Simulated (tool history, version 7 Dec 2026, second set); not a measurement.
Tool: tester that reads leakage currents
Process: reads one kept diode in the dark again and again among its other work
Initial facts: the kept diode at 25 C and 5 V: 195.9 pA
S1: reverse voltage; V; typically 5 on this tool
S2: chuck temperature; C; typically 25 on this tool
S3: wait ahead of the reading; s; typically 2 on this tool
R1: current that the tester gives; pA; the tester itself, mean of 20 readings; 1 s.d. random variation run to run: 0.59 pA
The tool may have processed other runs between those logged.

run,hour,S1,S2,S3,R1
1,0,5,25,2,195.66
2,87.1,5,25,2,197.69
3,187.7,5,25,2,196.93
4,255.5,5,25,2,195.86
5,357.1,5,25,2,195.82
6,496.1,5,25,2,195.9
7,576.9,5,25,2,196.17
8,666.7,5,25,2,196.65
9,784.5,2.62,25,2,136.69
10,882.8,2.62,25,2,137.25
11,963.8,5,25,2,195.71
12,1093.9,5,25,2,196.43
13,1183.1,5,25,2,196.16
# hour 1268.4: tester calibrated
14,1291.4,5,25,2,195.41
15,1402.1,13.56,25,2,343.07
# hour 1462.3: chuck's temperature calibrated
16,1505,3.16,25,2,152.02
17,1573.3,3.16,25,2,152.78
18,1654.9,3.16,25,2,151.26
19,1724.1,5,25,2,196.96
20,1824.3,5,25,1.44,197.18
21,1940.5,10.43,30,3.14,428.88
22,2017,4.29,50,2.82,1029.46
23,2133.7,3.3,42,2.91,525.06
# hour 2165.4: probe card cleaned and baked
24,2214.2,3.3,42,2.91,522.17
25,2316.3,3.3,43,0.5,559.5
26,2423.8,5,26,2,211.71
27,2539.3,5,56,1.25,1632.65
28,2600,5,56,1.25,1622.92
29,2705.8,5,56,1.25,1624.85
30,2834.7,5,56,1.25,1621.64
31,2930.9,11.63,32,0.74,527.71
32,3055.4,2.82,43,5.52,513.26
33,3142.1,1.16,43,5.52,312.07
# hour 3215.4: chuck's temperature calibrated
34,3277.5,17.53,25,2,394.29
35,3372.1,1.16,42,0.67,292.9
36,3491.5,1.16,45,4.82,359.1
37,3602.5,19.92,45,1.11,1734.46
38,3697.3,19.92,45,1.11,1744.29
39,3799.7,14.14,33,2.59,627.61

Each row is a separate what-if for the run after 39, all from the same tool condition, not one after another. Results?
A,3944.3,5,25,8.33,?
B,3944.3,2.65,53,0.78,?
C,3944.3,1.72,33,0.38,?
D,3944.3,17.53,52,2.37,?
E,3944.3,4.66,21,6.86,?

run,R1
A,196.51
B,951.08
C,195.91
D,2541.23
E,138.53
Without the tool's unlogged condition, the same runs would have read:
run,R1
A,196.65
B,951.68
C,196.05
D,2542.8
E,138.63

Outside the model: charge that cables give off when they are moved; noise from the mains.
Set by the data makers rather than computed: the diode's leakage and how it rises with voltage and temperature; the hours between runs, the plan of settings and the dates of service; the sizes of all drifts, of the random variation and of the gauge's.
